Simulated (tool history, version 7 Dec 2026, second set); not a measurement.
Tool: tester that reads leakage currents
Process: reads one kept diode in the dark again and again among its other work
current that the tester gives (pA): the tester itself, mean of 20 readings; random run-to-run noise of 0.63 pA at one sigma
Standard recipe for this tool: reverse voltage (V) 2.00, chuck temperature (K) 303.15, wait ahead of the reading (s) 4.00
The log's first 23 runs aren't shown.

| run | hour | reverse voltage (V) | chuck temperature (K) | wait ahead of the reading (s) | hours of work since the probe card was cleaned | hours of work since the tester was calibrated | hours of work since the chuck was calibrated | current that the tester gives (pA) |
|---|---|---|---|---|---|---|---|---|
| 24 | 1244.8 | 1.91 | 294.15 | 4.00 | 2407 | 1556 | 353 | 97.87 |
| 25 | 1299.0 | 1.91 | 294.15 | 4.00 | 2441 | 1590 | 388 | 98.59 |
| 26 | 1335.0 | 1.91 | 294.15 | 4.00 | 2464 | 1612 | 410 | 98.22 |
| 27 | 1377.3 | 1.91 | 294.15 | 4.00 | 2490 | 1639 | 437 | 98.01 |
| 28 | 1413.6 | 1.74 | 303.15 | 4.00 | 2513 | 1662 | 460 | 207.61 |
| 29 | 1450.0 | 2.42 | 303.15 | 1.97 | 2536 | 1685 | 483 | 237.03 |
| 30 | 1513.5 | 2.72 | 303.15 | 9.90 | 2576 | 1725 | 523 | 246.82 |
| 31 | 1565.2 | 2.00 | 295.15 | 1.93 | 2609 | 1758 | 556 | 110.26 |
| 32 | 1615.0 | 2.00 | 294.15 | 4.55 | 2640 | 1789 | 587 | 101.00 |
| 33 | 1686.8 | 5.66 | 301.15 | 0.39 | 2686 | 1834 | 632 | 279.70 |
| 34 | 1746.6 | 2.00 | 300.15 | 1.04 | 2723 | 1872 | 670 | 171.12 |
| 35 | 1806.3 | 2.00 | 300.15 | 1.04 | 2761 | 1910 | 708 | 171.23 |
| 36 | 1846.0 | 2.00 | 300.15 | 1.04 | 2786 | 1935 | 733 | 170.88 |
| 37 | 1900.0 | 2.00 | 300.15 | 1.04 | 2820 | 1969 | 767 | 171.74 |
| 38 | 1956.3 | 1.92 | 294.15 | 1.04 | 2856 | 2004 | 802 | 99.90 |
| 39 | 1991.7 | 1.32 | 303.15 | 1.53 | 2878 | 2027 | 825 | 189.41 |

Consider 5 possible next runs. They are alternatives, not a sequence: every one starts from the tool as it was left by run 39. What does each give?
| A | 2055.5 | 2.00 | 332.15 | 4.00 | 2918 | 2067 | 865 | ? |
| B | 2055.5 | 1.32 | 303.15 | 0.35 | 2918 | 2067 | 865 | ? |
| C | 2055.5 | 3.90 | 309.15 | 3.77 | 2918 | 2067 | 865 | ? |
| D | 2055.5 | 1.32 | 303.15 | 0.38 | 2918 | 2067 | 865 | ? |
| E | 2055.5 | 4.04 | 303.15 | 4.00 | 2918 | 2067 | 865 | ? |

| run | current that the tester gives (pA) |
|---|---|
| A | 2103.25 |
| B | 189.34 |
| C | 473.25 |
| D | 190.09 |
| E | 291.53 |
Had the tool no hidden state, the same runs would have come out as:
| run | current that the tester gives (pA) |
|---|---|
| A | 2030.77 |
| B | 180.32 |
| C | 450.43 |
| D | 181.04 |
| E | 274.96 |
